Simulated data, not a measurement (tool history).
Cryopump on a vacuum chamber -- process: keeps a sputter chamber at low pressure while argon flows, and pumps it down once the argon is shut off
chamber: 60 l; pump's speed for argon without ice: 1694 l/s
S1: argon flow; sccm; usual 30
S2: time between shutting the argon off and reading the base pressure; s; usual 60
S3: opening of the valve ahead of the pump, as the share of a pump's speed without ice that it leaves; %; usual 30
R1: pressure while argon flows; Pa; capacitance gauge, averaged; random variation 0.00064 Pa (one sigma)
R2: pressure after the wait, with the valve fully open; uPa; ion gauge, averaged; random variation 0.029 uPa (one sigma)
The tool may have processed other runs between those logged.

run   hour  S1  S2  S3      R1    R2
  1      0  30  60  30  0.1008  1.91
  2   12.4  30  60  30   0.102  1.86
  3   24.1  30  60  30  0.1016  1.84
  4   39.5  30  60  30  0.1001  1.96
  5   52.8  30  60  30  0.1027  1.91
  6   77.4  30  60  30  0.0997  1.92
  7   99.8  30  60  30  0.1027   1.9
  8  113.3  30  60  30  0.1024  1.91
  9  134.7  40  60  22  0.1828  1.86

What does the tool deliver on the next run?
 10  146.6  40  235  31   ?   ?

R1: 0.1302 Pa
R2: 0.94 uPa
Take away the tool's hidden state, keep the run-to-run variation as it was, and the same run would have given R1 0.1275 Pa, R2 0.47 uPa.
